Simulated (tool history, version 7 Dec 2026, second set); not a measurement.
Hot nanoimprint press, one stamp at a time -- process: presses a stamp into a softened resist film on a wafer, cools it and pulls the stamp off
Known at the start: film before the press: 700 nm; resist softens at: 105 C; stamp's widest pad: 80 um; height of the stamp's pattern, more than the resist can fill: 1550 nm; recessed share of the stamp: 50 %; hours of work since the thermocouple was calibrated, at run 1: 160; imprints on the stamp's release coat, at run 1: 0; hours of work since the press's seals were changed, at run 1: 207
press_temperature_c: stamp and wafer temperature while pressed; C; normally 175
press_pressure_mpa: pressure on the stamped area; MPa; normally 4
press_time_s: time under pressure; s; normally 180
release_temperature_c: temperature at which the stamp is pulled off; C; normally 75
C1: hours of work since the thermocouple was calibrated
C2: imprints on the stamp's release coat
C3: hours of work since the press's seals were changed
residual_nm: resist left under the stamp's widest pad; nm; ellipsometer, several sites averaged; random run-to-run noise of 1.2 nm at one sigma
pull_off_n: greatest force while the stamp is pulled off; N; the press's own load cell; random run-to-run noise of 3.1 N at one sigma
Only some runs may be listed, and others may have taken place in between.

Run 1, day 0: usual settings; C1 160; C2 0; C3 207. Result: residual_nm 364.3 nm, pull_off_n 139 N.
Run 2, day 1.8: usual settings; C1 189; C2 116; C3 235. Result: residual_nm 361.1 nm, pull_off_n 149 N.
Run 3, day 3.867: usual settings; C1 222; C2 249; C3 268. Result: residual_nm 361.2 nm, pull_off_n 149 N.
Run 4, day 5.308: usual settings; C1 244; C2 342; C3 291. Result: residual_nm 359.5 nm, pull_off_n 158 N.
At day 6.538: plate thermocouple calibrated.
Run 5, day 7.062: usual settings; C1 8; C2 447; C3 317. Result: residual_nm 353.6 nm, pull_off_n 161 N.
Run 6, day 9.2: usual settings; C1 42; C2 585; C3 350. Result: residual_nm 354.1 nm, pull_off_n 164 N.
Run 7, day 10.529: usual settings but press_pressure_mpa 4.31 MPa; C1 63; C2 671; C3 371. Result: residual_nm 342.9 nm, pull_off_n 170 N.
Run 8, day 12.692: usual settings but press_pressure_mpa 4.31 MPa; C1 97; C2 811; C3 406. Result: residual_nm 341.7 nm, pull_off_n 172 N.
Run 9, day 13.646: usual settings but press_pressure_mpa 4.31 MPa; C1 113; C2 872; C3 421. Result: residual_nm 339.8 nm, pull_off_n 175 N.
Run 10, day 15.308: usual settings but press_pressure_mpa 4.31 MPa, press_time_s 102 s; C1 139; C2 979; C3 447. Result: residual_nm 412 nm, pull_off_n 183 N.
Run 11, day 16.492: usual settings but press_pressure_mpa 4.31 MPa, press_time_s 102 s; C1 158; C2 1056; C3 466. Result: residual_nm 409.7 nm, pull_off_n 188 N.
At day 17.25: plate thermocouple calibrated, once more.
Run 12, day 18.446: usual settings but press_pressure_mpa 4.31 MPa, press_time_s 102 s; C1 19; C2 1174; C3 495. Result: residual_nm 434.6 nm, pull_off_n 204 N.
At day 19.688: press's hydraulic seals changed and the load cell set to zero.
Run 13, day 20.471: usual settings but press_time_s 204 s; C1 46; C2 1283; C3 12. Result: residual_nm 350.7 nm, pull_off_n 201 N.
Run 14, day 21.45: usual settings but press_temperature_c 167 C; C1 61; C2 1346; C3 28. Result: residual_nm 489.1 nm, pull_off_n 209 N.
At day 22.262: stamp cleaned and given a new release coat.
Run 15, day 22.929: usual settings but press_temperature_c 167 C; C1 81; C2 42; C3 47. Result: residual_nm 489.7 nm, pull_off_n 145 N.
Run 16, day 24.083: usual settings but press_temperature_c 167 C, press_time_s 341 s, release_temperature_c 62 C; C1 99; C2 117; C3 66. Result: residual_nm 406.8 nm, pull_off_n 187 N.
Run 17, day 25.238: usual settings but press_time_s 228 s; C1 117; C2 191; C3 84. Result: residual_nm 334.6 nm, pull_off_n 148 N.
Run 18, day 27.35: usual settings but press_time_s 228 s; C1 151; C2 328; C3 117. Result: residual_nm 333.2 nm, pull_off_n 154 N.
Run 19, day 28.55: usual settings but press_pressure_mpa 2.76 MPa, release_temperature_c 60 C; C1 170; C2 405; C3 136. Result: residual_nm 417.9 nm, pull_off_n 212 N.
Run 20, day 30.412: usual settings but press_temperature_c 169 C, press_pressure_mpa 2.58 MPa, press_time_s 229 s, release_temperature_c 60 C; C1 199; C2 525; C3 166. Result: residual_nm 483.2 nm, pull_off_n 226 N.
Run 21, day 31.671: usual settings but press_temperature_c 169 C, press_pressure_mpa 2.58 MPa, press_time_s 229 s, release_temperature_c 60 C; C1 219; C2 607; C3 186. Result: residual_nm 481.5 nm, pull_off_n 225 N.
Run 22, day 33.233: usual settings but press_temperature_c 186 C, press_pressure_mpa 6.01 MPa, press_time_s 128 s, release_temperature_c 76 C; C1 244; C2 707; C3 211. Result: residual_nm 222.2 nm, pull_off_n 174 N.
At day 34.488: plate thermocouple calibrated.
Run 23, day 35.017: usual settings but press_pressure_mpa 4.2 MPa, press_time_s 120 s; C1 8; C2 814; C3 237. Result: residual_nm 414.9 nm, pull_off_n 188 N.
Run 24, day 36.412: usual settings but press_temperature_c 164 C, press_time_s 173 s, release_temperature_c 79 C; C1 31; C2 905; C3 259. Result: residual_nm 540 nm, pull_off_n 172 N.
Run 25, day 38.238: usual settings but press_temperature_c 187 C, press_pressure_mpa 3.6 MPa, press_time_s 217 s, release_temperature_c 80 C; C1 59; C2 1022; C3 288. Result: residual_nm 222.9 nm, pull_off_n 165 N.
Run 26, day 39.946: usual settings but press_temperature_c 166 C, press_pressure_mpa 3.29 MPa, press_time_s 141 s, release_temperature_c 62 C; C1 86; C2 1132; C3 315. Result: residual_nm 554.1 nm, pull_off_n 251 N.
Run 27, day 41.742: usual settings but press_temperature_c 166 C, press_pressure_mpa 3.29 MPa, press_time_s 141 s, release_temperature_c 62 C; C1 115; C2 1248; C3 343. Result: residual_nm 550.4 nm, pull_off_n 270 N.
Run 28, day 42.679: usual settings but press_temperature_c 166 C, press_pressure_mpa 3.29 MPa, press_time_s 141 s, release_temperature_c 62 C; C1 130; C2 1309; C3 358. Result: residual_nm 551.6 nm, pull_off_n 258 N.
At day 44.083: stamp cleaned and given a new release coat.
Run 29, day 44.204: usual settings but press_temperature_c 166 C, release_temperature_c 65 C; C1 150; C2 8; C3 378. Result: residual_nm 500.8 nm, pull_off_n 172 N.
Run 30, day 46.212: usual settings but press_temperature_c 164 C, release_temperature_c 82 C; C1 182; C2 138; C3 410. Result: residual_nm 527.1 nm, pull_off_n 131 N.

Selected run-to-run steps in residual_nm, each split into two signed amounts: the part the tool would show with no hidden state at all (from settings, incoming material and random variation), and the remainder, which goes to the hidden state together with any gauge scatter not common to the measured and the hidden-state-free results:
Hidden state at play: true temperature over the reading, C; pressure that arrives at the usual setting, %; grip of the stamp's worn release coat, % over a new coat's; drift of the gauge itself on residual_nm, %; drift of the gauge itself on pull_off_n, %.
Run 4 -> 5: plate thermocouple calibrated. residual_nm -5.9 nm: hidden state -4.5, all else -1.4.
Run 11 -> 12: plate thermocouple calibrated, once more. residual_nm +24.9 nm: hidden state +23.4, all else +1.5.
Run 21 -> 22: press_temperature_c 169 -> 186, press_pressure_mpa 2.58 -> 6.01, press_time_s 229 -> 128, release_temperature_c 60 -> 76. residual_nm -259.3 nm: hidden state +4.4, all else -263.7.
Run 22 -> 23: press_temperature_c 186 -> 175, press_pressure_mpa 6.01 -> 4.2, press_time_s 128 -> 120, release_temperature_c 76 -> 75, plate thermocouple calibrated. residual_nm +192.7 nm: hidden state +4.9, all else +187.8.
Run 24 -> 25: press_temperature_c 164 -> 187, press_pressure_mpa 4 -> 3.6, press_time_s 173 -> 217, release_temperature_c 79 -> 80. residual_nm -317.1 nm: hidden state +0, all else -317.1.
Run 25 -> 26: press_temperature_c 187 -> 166, press_pressure_mpa 3.6 -> 3.29, press_time_s 217 -> 141, release_temperature_c 80 -> 62. residual_nm +331.2 nm: hidden state -2.5, all else +333.7.
